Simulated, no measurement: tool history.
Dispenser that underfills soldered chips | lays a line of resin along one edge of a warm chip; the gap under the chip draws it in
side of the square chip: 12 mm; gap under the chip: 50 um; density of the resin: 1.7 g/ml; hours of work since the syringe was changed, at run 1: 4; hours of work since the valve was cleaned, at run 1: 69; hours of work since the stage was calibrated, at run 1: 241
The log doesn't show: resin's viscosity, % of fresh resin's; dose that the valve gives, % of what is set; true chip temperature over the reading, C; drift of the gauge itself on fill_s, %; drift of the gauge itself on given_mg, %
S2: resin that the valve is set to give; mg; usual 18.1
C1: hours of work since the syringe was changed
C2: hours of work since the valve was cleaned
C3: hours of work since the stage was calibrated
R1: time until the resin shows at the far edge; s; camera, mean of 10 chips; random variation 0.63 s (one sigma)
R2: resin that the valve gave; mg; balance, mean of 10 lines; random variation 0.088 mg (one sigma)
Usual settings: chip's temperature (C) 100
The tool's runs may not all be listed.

Run 1, hour 0: usual settings; C1 4; C2 69; C3 241. Result: R1 63.6 s, R2 17.05 mg.
At hour 5.3: new syringe of resin.
Run 2, hour 6.3: usual settings but S2 19.2 mg; C1 1; C2 73; C3 245. Result: R1 56.4 s, R2 17.91 mg.
At hour 16.8: new syringe of resin.
Run 3, hour 16.8: usual settings but S2 19.2 mg; C1 0; C2 80; C3 252. Result: R1 54.2 s, R2 17.7 mg.
At hour 28.7: new syringe of resin.
Run 4, hour 28.7: usual settings but S2 19.2 mg; C1 0; C2 88; C3 260. Result: R1 54 s, R2 17.5 mg.
Run 5, hour 37.9: usual settings but chip's temperature (C) 96, S2 19.2 mg; C1 6; C2 94; C3 266. Result: R1 73.5 s, R2 17.62 mg.
At hour 40.1: new syringe of resin.
Run 6, hour 48.6: usual settings but chip's temperature (C) 96, S2 19.2 mg; C1 6; C2 101; C3 273. Result: R1 74.6 s, R2 17.22 mg.
At hour 51.6: new syringe of resin.
Run 7, hour 59.2: usual settings but chip's temperature (C) 96, S2 19.2 mg; C1 5; C2 108; C3 279. Result: R1 69.4 s, R2 17.19 mg.
At hour 63.2: new syringe of resin.
Run 8, hour 72.8: usual settings but S2 21.2 mg; C1 6; C2 116; C3 288. Result: R1 66.2 s, R2 18.95 mg.
At hour 74.6: new syringe of resin.
At hour 86.2: new syringe of resin.
Run 9, hour 86.3: usual settings; C1 0; C2 125; C3 297. Result: R1 55.3 s, R2 15.87 mg.
At hour 97.8: new syringe of resin.
Run 10, hour 98.2: usual settings; C1 0; C2 133; C3 304. Result: R1 55.4 s, R2 15.79 mg.
Run 11, hour 108.3: usual settings; C1 7; C2 139; C3 311. Result: R1 70.8 s, R2 15.73 mg.
At hour 109.3: new syringe of resin.
At hour 121: new syringe of resin.
At hour 122: dispensing valve cleaned and set on the balance.
Run 12, hour 122: usual settings; C1 0; C2 0; C3 319. Result: R1 52.4 s, R2 18.02 mg.
Run 13, hour 132.3: usual settings but chip's temperature (C) 109; C1 7; C2 7; C3 326. Result: R1 50.5 s, R2 18.04 mg.
At hour 133.6: new syringe of resin.
Run 14, hour 143.7: usual settings but chip's temperature (C) 109; C1 7; C2 14; C3 333. Result: R1 49.8 s, R2 17.98 mg.
At hour 145.8: new syringe of resin.
Run 15, hour 151.8: usual settings but chip's temperature (C) 99, S2 21.6 mg; C1 4; C2 19; C3 339. Result: R1 61.4 s, R2 21.04 mg.
At hour 157.3: new syringe of resin.
Run 16, hour 160.2: usual settings but chip's temperature (C) 99, S2 15.6 mg; C1 2; C2 25; C3 344. Result: R1 60.7 s, R2 15.37 mg.
At hour 168.6: new syringe of resin.
Run 17, hour 173: usual settings but chip's temperature (C) 103; C1 3; C2 33; C3 352. Result: R1 53.1 s, R2 17.48 mg.
At hour 180.6: new syringe of resin.
Run 18, hour 184.1: usual settings but chip's temperature (C) 91, S2 17.9 mg; C1 2; C2 40; C3 359. Result: R1 76.7 s, R2 17.11 mg.
At hour 192.1: new syringe of resin.
Run 19, hour 196.4: usual settings but S2 17.3 mg; C1 3; C2 48; C3 367. Result: R1 59 s, R2 16.34 mg.
At hour 203.6: new syringe of resin.
Run 20, hour 205.3: usual settings but S2 17.3 mg; C1 1; C2 54; C3 373. Result: R1 55.9 s, R2 16.44 mg.
Run 21, hour 211.8: usual settings but S2 17.3 mg; C1 5; C2 58; C3 377. Result: R1 65.5 s, R2 16.22 mg.
At hour 214.9: new syringe of resin.
Run 22, hour 218.2: usual settings but S2 17.3 mg; C1 2; C2 62; C3 381. Result: R1 60 s, R2 16.22 mg.
At hour 226.5: new syringe of resin.
Run 23, hour 228: usual settings but chip's temperature (C) 108, S2 19.2 mg; C1 1; C2 69; C3 388. Result: R1 42.1 s, R2 17.87 mg.

Forecast each of these 4 alternatives for the next run:
Run A, hour 234.6: usual settings but chip's temperature (C) 102, S2 16.4 mg; C1 5; C2 73; C3 392. Result: R1 ?, R2 ?.
Run B, hour 234.6: usual settings but chip's temperature (C) 113, S2 16.2 mg; C1 5; C2 73; C3 392. Result: R1 ?, R2 ?.
Run C, hour 234.6: usual settings but chip's temperature (C) 97, S2 15.8 mg; C1 5; C2 73; C3 392. Result: R1 ?, R2 ?.
Run D, hour 234.6: usual settings but chip's temperature (C) 111, S2 21.1 mg; C1 5; C2 73; C3 392. Result: R1 ?, R2 ?.

run    R1     R2
  A  61.3  15.38
  B  45.2  14.93
  C  74.1  14.59
  D  44.8   19.5
Without the tool's hidden state the same runs would have given:
run    R1     R2
  A  52.6  16.54
  B  38.7  16.07
  C  63.6   15.7
  D    39  20.99
